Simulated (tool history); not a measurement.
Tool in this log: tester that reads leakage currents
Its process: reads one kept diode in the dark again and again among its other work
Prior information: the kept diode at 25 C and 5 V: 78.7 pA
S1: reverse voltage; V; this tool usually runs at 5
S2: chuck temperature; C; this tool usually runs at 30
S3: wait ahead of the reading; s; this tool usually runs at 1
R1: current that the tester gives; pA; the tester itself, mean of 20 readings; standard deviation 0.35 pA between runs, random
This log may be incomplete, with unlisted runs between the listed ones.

Run 1, day 0: usual settings. Result: R1 118.01 pA.
At day 2.058: probe card cleaned and baked.
Run 2, day 7.517: usual settings but S1 6.16 V. Result: R1 120.81 pA.
Run 3, day 17.767: usual settings but S3 0.52 s. Result: R1 110.11 pA.
Run 4, day 22.171: usual settings but S3 0.52 s. Result: R1 110.68 pA.
Run 5, day 27.442: usual settings but S3 0.51 s. Result: R1 110.85 pA.
At day 28.717: chuck's temperature calibrated.
Run 6, day 33.646: usual settings. Result: R1 115.04 pA.
Run 7, day 40.371: usual settings but S1 15.07 V. Result: R1 196.46 pA.
Run 8, day 47.154: usual settings but S1 3.61 V. Result: R1 98.13 pA.
At day 49.7: tester calibrated.
Run 9, day 54.196: usual settings but S1 3.61 V. Result: R1 99.87 pA.
Run 10, day 63.108: usual settings. Result: R1 116.4 pA.
Run 11, day 72.162: usual settings. Result: R1 116.77 pA.
Run 12, day 81.308: usual settings but S3 0.6 s. Result: R1 118.06 pA.
Run 13, day 89.321: usual settings but S3 0.6 s. Result: R1 117.81 pA.
Run 14, day 95.333: usual settings but S1 3.4 V, S3 0.38 s. Result: R1 98.36 pA.
Run 15, day 101: usual settings but S1 3.4 V, S3 0.38 s. Result: R1 98.38 pA.
Run 16, day 107.179: usual settings but S1 2.15 V, S3 2.53 s. Result: R1 77.3 pA.
Run 17, day 112.312: usual settings but S1 2.15 V, S2 35 C, S3 1.98 s. Result: R1 108.75 pA.
Run 18, day 118.562: usual settings but S2 55 C. Result: R1 569.38 pA.
Run 19, day 122.842: usual settings but S2 55 C. Result: R1 570.19 pA.
Run 20, day 127.996: usual settings but S2 35 C, S3 5.03 s. Result: R1 162.95 pA.
Run 21, day 133.996: usual settings but S2 35 C, S3 5.03 s. Result: R1 163.87 pA.
Run 22, day 138.362: usual settings but S2 51 C, S3 1.84 s. Result: R1 447.71 pA.
Run 23, day 148.317: usual settings but S2 51 C, S3 1.84 s. Result: R1 443.76 pA.
Run 24, day 157.725: usual settings but S2 51 C, S3 1.84 s. Result: R1 443.64 pA.
Run 25, day 162.342: usual settings but S1 2.66 V, S2 51 C, S3 6.09 s. Result: R1 328.17 pA.

Hidden state or all else? Some run-to-run changes of R1, split into what the settings, what came in and random variation would give without the hidden state, and what is left for the hidden state (with any gauge scatter that isn't in both results):
The hidden state here: stray current of the dirty probe card, pA a volt; current scale over the true one, %; true chuck temperature over the reading, C; drift of the gauge itself on leakage_pa, %.
Run 1 -> 2: S1 5 -> 6.16, probe card cleaned and baked. R1 +2.8 pA: hidden state -9.79, all else +12.59.
Run 17 -> 18: S1 2.15 -> 5, S2 35 -> 55, S3 1.98 -> 1. R1 +460.63 pA: hidden state -7.5, all else +468.13.
Run 19 -> 20: S2 55 -> 35, S3 1 -> 5.03. R1 -407.24 pA: hidden state +10.87, all else -418.11.
